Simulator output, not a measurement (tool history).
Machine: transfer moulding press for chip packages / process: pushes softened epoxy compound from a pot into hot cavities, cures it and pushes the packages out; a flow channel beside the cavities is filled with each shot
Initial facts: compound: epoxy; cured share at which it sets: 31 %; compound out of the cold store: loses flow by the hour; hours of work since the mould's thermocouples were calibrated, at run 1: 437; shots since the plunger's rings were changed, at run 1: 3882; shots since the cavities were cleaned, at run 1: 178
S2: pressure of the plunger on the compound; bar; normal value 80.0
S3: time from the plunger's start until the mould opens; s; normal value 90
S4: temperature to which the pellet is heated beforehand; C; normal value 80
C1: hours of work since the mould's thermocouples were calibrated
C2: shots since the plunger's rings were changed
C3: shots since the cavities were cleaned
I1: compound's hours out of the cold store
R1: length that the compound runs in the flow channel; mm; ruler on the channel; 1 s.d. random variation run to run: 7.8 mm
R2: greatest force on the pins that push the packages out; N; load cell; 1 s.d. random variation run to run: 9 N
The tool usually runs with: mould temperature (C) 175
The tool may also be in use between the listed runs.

{"run": 1, "hour": 0.0, "mould temperature (C)": 175, "S2": 80.0, "S3": 90, "S4": 80, "C1": 437, "C2": 3882, "C3": 178, "I1": 14.5, "R1": 862, "R2": 492}
{"run": 2, "hour": 30.1, "mould temperature (C)": 175, "S2": 66.0, "S3": 90, "S4": 80, "C1": 455, "C2": 4268, "C3": 564, "I1": 14.1, "R1": 779, "R2": 587}
{"hour": 50.7, "done": "cavities cleaned with cleaning compound and waxed"}
{"run": 3, "hour": 56.8, "mould temperature (C)": 175, "S2": 66.0, "S3": 90, "S4": 80, "C1": 470, "C2": 4591, "C3": 78, "I1": 19.7, "R1": 746, "R2": 442}
{"hour": 60.8, "done": "plunger's sealing rings changed"}
{"run": 4, "hour": 87.2, "mould temperature (C)": 175, "S2": 66.0, "S3": 90, "S4": 80, "C1": 487, "C2": 340, "C3": 437, "I1": 22.5, "R1": 768, "R2": 588}
{"run": 5, "hour": 105.7, "mould temperature (C)": 175, "S2": 66.0, "S3": 90, "S4": 80, "C1": 498, "C2": 576, "C3": 673, "I1": 25.5, "R1": 772, "R2": 612}
{"hour": 116.0, "done": "cavities cleaned with cleaning compound and waxed"}
{"run": 6, "hour": 141.2, "mould temperature (C)": 175, "S2": 80.0, "S3": 90, "S4": 80, "C1": 519, "C2": 1013, "C3": 323, "I1": 31.5, "R1": 794, "R2": 527}
{"run": 7, "hour": 162.6, "mould temperature (C)": 175, "S2": 80.0, "S3": 90, "S4": 80, "C1": 531, "C2": 1288, "C3": 598, "I1": 23.4, "R1": 842, "R2": 596}
{"hour": 180.4, "done": "cavities cleaned with cleaning compound and waxed"}
{"run": 8, "hour": 182.1, "mould temperature (C)": 175, "S2": 80.0, "S3": 126, "S4": 80, "C1": 542, "C2": 1520, "C3": 23, "I1": 37.1, "R1": 768, "R2": 371}
{"run": 9, "hour": 199.7, "mould temperature (C)": 168, "S2": 80.0, "S3": 126, "S4": 80, "C1": 553, "C2": 1745, "C3": 248, "I1": 33.0, "R1": 805, "R2": 469}
{"run": 10, "hour": 225.3, "mould temperature (C)": 168, "S2": 80.0, "S3": 126, "S4": 80, "C1": 568, "C2": 2073, "C3": 576, "I1": 15.1, "R1": 886, "R2": 561}
{"hour": 243.4, "done": "cavities cleaned with cleaning compound and waxed"}
{"run": 11, "hour": 257.6, "mould temperature (C)": 168, "S2": 80.0, "S3": 126, "S4": 80, "C1": 587, "C2": 2469, "C3": 182, "I1": 13.2, "R1": 903, "R2": 464}
{"run": 12, "hour": 282.1, "mould temperature (C)": 175, "S2": 80.0, "S3": 90, "S4": 80, "C1": 601, "C2": 2783, "C3": 496, "I1": 20.3, "R1": 846, "R2": 587}
{"hour": 307.5, "done": "cavities cleaned with cleaning compound and waxed"}
{"run": 13, "hour": 307.7, "mould temperature (C)": 175, "S2": 80.0, "S3": 90, "S4": 80, "C1": 616, "C2": 3092, "C3": 2, "I1": 28.2, "R1": 790, "R2": 384}
{"run": 14, "hour": 330.9, "mould temperature (C)": 175, "S2": 80.0, "S3": 90, "S4": 80, "C1": 629, "C2": 3390, "C3": 300, "I1": 28.9, "R1": 780, "R2": 521}
{"run": 15, "hour": 351.5, "mould temperature (C)": 175, "S2": 98.2, "S3": 98, "S4": 80, "C1": 642, "C2": 3654, "C3": 564, "I1": 34.1, "R1": 836, "R2": 551}
{"hour": 371.2, "done": "cavities cleaned with cleaning compound and waxed"}
{"run": 16, "hour": 376.3, "mould temperature (C)": 175, "S2": 98.2, "S3": 98, "S4": 80, "C1": 656, "C2": 3954, "C3": 65, "I1": 30.9, "R1": 844, "R2": 410}
{"run": 17, "hour": 400.5, "mould temperature (C)": 178, "S2": 80.0, "S3": 90, "S4": 80, "C1": 670, "C2": 4264, "C3": 375, "I1": 23.4, "R1": 801, "R2": 536}
{"hour": 405.6, "done": "mould's thermocouples calibrated"}
{"run": 18, "hour": 422.8, "mould temperature (C)": 181, "S2": 80.0, "S3": 93, "S4": 80, "C1": 10, "C2": 4526, "C3": 637, "I1": 18.2, "R1": 805, "R2": 563}
{"hour": 431.9, "done": "plunger's sealing rings changed"}
{"hour": 440.0, "done": "cavities cleaned with cleaning compound and waxed"}
{"run": 19, "hour": 454.4, "mould temperature (C)": 175, "S2": 79.3, "S3": 90, "S4": 82, "C1": 27, "C2": 271, "C3": 186, "I1": 37.6, "R1": 778, "R2": 457}
{"run": 20, "hour": 486.8, "mould temperature (C)": 173, "S2": 80.0, "S3": 129, "S4": 80, "C1": 46, "C2": 687, "C3": 602, "I1": 44.9, "R1": 745, "R2": 548}
{"hour": 502.5, "done": "cavities cleaned with cleaning compound and waxed"}
{"run": 21, "hour": 502.5, "mould temperature (C)": 173, "S2": 80.0, "S3": 129, "S4": 80, "C1": 55, "C2": 868, "C3": 0, "I1": 33.6, "R1": 793, "R2": 378}
{"hour": 512.5, "done": "mould's thermocouples calibrated, once more"}
{"run": 22, "hour": 523.2, "mould temperature (C)": 182, "S2": 80.0, "S3": 114, "S4": 80, "C1": 6, "C2": 1109, "C3": 241, "I1": 28.1, "R1": 791, "R2": 450}
{"run": 23, "hour": 538.3, "mould temperature (C)": 181, "S2": 80.0, "S3": 114, "S4": 80, "C1": 15, "C2": 1302, "C3": 434, "I1": 46.6, "R1": 724, "R2": 512}
{"run": 24, "hour": 554.0, "mould temperature (C)": 181, "S2": 80.0, "S3": 114, "S4": 80, "C1": 25, "C2": 1504, "C3": 636, "I1": 47.3, "R1": 710, "R2": 541}
{"hour": 567.6, "done": "cavities cleaned with cleaning compound and waxed"}
{"run": 25, "hour": 575.4, "mould temperature (C)": 175, "S2": 86.1, "S3": 90, "S4": 80, "C1": 37, "C2": 1759, "C3": 100, "I1": 30.0, "R1": 831, "R2": 448}
{"run": 26, "hour": 602.2, "mould temperature (C)": 175, "S2": 86.1, "S3": 90, "S4": 80, "C1": 53, "C2": 2103, "C3": 444, "I1": 10.3, "R1": 930, "R2": 584}
{"run": 27, "hour": 617.5, "mould temperature (C)": 175, "S2": 80.0, "S3": 70, "S4": 78, "C1": 62, "C2": 2299, "C3": 640, "I1": 26.6, "R1": 805, "R2": 915}
{"hour": 631.9, "done": "cavities cleaned with cleaning compound and waxed"}
{"run": 28, "hour": 644.1, "mould temperature (C)": 176, "S2": 80.0, "S3": 70, "S4": 78, "C1": 77, "C2": 2621, "C3": 156, "I1": 41.7, "R1": 718, "R2": 638}

3 options for the next run, each taken on its own from the tool as it stands now. Forecast them:
{"run": "A", "hour": 664.1, "mould temperature (C)": 176, "S2": 80.7, "S3": 106, "S4": 78, "C1": 89, "C2": 2878, "C3": 413, "I1": 9.9, "R1": "?", "R2": "?"}
{"run": "B", "hour": 664.1, "mould temperature (C)": 167, "S2": 82.0, "S3": 90, "S4": 80, "C1": 89, "C2": 2878, "C3": 413, "I1": 46.9, "R1": "?", "R2": "?"}
{"run": "C", "hour": 664.1, "mould temperature (C)": 175, "S2": 80.0, "S3": 90, "S4": 73, "C1": 89, "C2": 2878, "C3": 413, "I1": 18.7, "R1": "?", "R2": "?"}

run=A R1=899 R2=519
run=B R1=745 R2=821
run=C R1=851 R2=563
With no hidden state in the tool, these same runs would have given:
run=A R1=939 R2=366
run=B R1=778 R2=587
run=C R1=888 R2=399
